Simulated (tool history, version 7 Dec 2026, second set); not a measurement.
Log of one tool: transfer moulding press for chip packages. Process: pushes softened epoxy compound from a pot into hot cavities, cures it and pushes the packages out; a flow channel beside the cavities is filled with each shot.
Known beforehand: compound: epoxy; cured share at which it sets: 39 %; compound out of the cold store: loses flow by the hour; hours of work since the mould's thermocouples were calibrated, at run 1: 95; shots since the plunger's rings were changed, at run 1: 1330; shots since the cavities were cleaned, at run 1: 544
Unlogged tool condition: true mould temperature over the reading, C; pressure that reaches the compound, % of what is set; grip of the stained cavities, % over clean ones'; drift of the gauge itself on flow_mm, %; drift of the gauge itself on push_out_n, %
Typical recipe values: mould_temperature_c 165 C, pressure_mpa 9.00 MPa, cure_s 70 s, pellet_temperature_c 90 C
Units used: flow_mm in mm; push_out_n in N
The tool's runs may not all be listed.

run	hour	mould_temperature_c	pressure_mpa	cure_s	pellet_temperature_c	hours of work since the mould's thermocouples were calibrated	shots since the plunger's rings were changed	shots since the cavities were cleaned	incoming compound's hours out of the cold store	flow_mm	push_out_n
1	0.0	165	9.00	70	90	95	1330	544	33.2	821	440
# hour 8.5: cavities cleaned with cleaning compound and waxed
2	14.9	165	9.27	70	90	103	1512	86	37.2	833	446
3	36.2	165	9.27	70	90	116	1802	376	42.3	819	442
# hour 57.1: cavities cleaned with cleaning compound and waxed
4	57.1	165	9.00	51	90	129	2067	0	23.9	840	998
5	74.8	165	9.00	51	90	140	2308	241	8.5	875	1023
6	86.9	165	9.00	51	90	147	2472	405	45.4	803	956
7	98.8	165	9.00	51	90	155	2635	568	31.1	827	991
# hour 104.9: cavities cleaned with cleaning compound and waxed
8	114.7	170	10.54	52	99	164	2831	133	10.1	925	621
9	129.8	170	10.54	52	99	173	3037	339	41.9	855	602
10	147.6	170	7.86	52	92	185	3280	582	31.2	759	628

How the hidden state differs across the entries between the runs, from the last listed run before each to the first after it:
Logged between run 1 and run 2: cavities cleaned with cleaning compound and waxed (hour 8.5)
  grip of the stained cavities, % over clean ones': 0.9 -> 0.2
Logged between run 3 and run 4: cavities cleaned with cleaning compound and waxed (hour 57.1)
  grip of the stained cavities, % over clean ones': 0.7 -> 0
Logged between run 7 and run 8: cavities cleaned with cleaning compound and waxed (hour 104.9)
  grip of the stained cavities, % over clean ones': 1 -> 0.3
